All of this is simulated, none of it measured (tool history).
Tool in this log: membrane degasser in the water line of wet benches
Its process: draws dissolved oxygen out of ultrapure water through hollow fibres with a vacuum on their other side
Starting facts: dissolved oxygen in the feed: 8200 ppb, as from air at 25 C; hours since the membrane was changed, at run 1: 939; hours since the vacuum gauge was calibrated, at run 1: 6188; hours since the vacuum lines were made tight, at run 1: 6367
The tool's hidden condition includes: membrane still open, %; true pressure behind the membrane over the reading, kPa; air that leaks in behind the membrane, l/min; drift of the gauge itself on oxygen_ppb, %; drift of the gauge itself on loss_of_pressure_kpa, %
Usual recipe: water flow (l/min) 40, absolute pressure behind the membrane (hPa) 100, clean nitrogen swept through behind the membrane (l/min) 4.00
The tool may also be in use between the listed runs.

run     day  water flow (l/min)  absolute pressure behind the membrane (hPa)  clean nitrogen swept through behind the membrane (l/min)  hours since the membrane was changed  hours since the vacuum gauge was calibrated  hours since the vacuum lines were made tight  dissolved oxygen in the water behind the degasser (ppb)  pressure that the water loses in the fibres (hPa)
  1   0.000                  40                                          100                                                      4.00                                   939                                         6188                                          6367                                                    165.8                                              689.4
  2   1.358                  40                                          100                                                      2.86                                   971                                         6220                                          6399                                                    223.3                                              688.2
  3   2.717                  40                                          100                                                      2.86                                  1004                                         6253                                          6432                                                    223.3                                              690.4
  4   3.675                  40                                          100                                                      2.86                                  1027                                         6276                                          6455                                                    221.2                                              684.4
  5   4.550                  40                                          100                                                      4.00                                  1048                                         6297                                          6476                                                    163.7                                              689.2
  6   5.529                  40                                          100                                                      4.00                                  1071                                         6320                                          6499                                                    164.3                                              686.8
  7   7.433                  40                                          100                                                      4.00                                  1117                                         6366                                          6545                                                    162.6                                              683.6
  8   8.988                  40                                          100                                                      4.00                                  1155                                         6403                                          6583                                                    163.5                                              688.0
  9  10.092                  40                                          100                                                      4.00                                  1181                                         6430                                          6609                                                    163.4                                              685.1
 10  11.112                  40                                          181                                                      4.00                                  1206                                         6454                                          6634                                                    347.3                                              684.7
 11  12.996                  40                                          181                                                      4.00                                  1251                                         6500                                          6679                                                    343.8                                              683.2
 12  14.825                  40                                          181                                                      4.00                                  1295                                         6543                                          6723                                                    345.6                                              685.9
 13  16.179                  40                                          181                                                      4.00                                  1327                                         6576                                          6755                                                    344.6                                              684.7
 14  17.854                  40                                          181                                                      4.00                                  1367                                         6616                                          6795                                                    343.9                                              684.2
 15  19.071                  53                                          219                                                      4.00                                  1397                                         6645                                          6825                                                    561.0                                              908.4
 16  20.121                  45                                          125                                                     12.00                                  1422                                         6671                                          6850                                                     94.9                                              765.9
 17  21.538                  40                                          100                                                      2.20                                  1456                                         6705                                          6884                                                    273.0                                              685.7

The next listed run, before its measurement:
 18  22.617                  62                                          104                                                      8.39                                  1482                                         6730                                          6910                                                        ?                                                  ?

dissolved oxygen in the water behind the degasser (ppb): 168.0
pressure that the water loses in the fibres (hPa): 1059.4
With the hidden condition absent and the run-to-run variation left alone, this run would have shown dissolved oxygen in the water behind the degasser (ppb) 167.8, pressure that the water loses in the fibres (hPa) 1069.1.
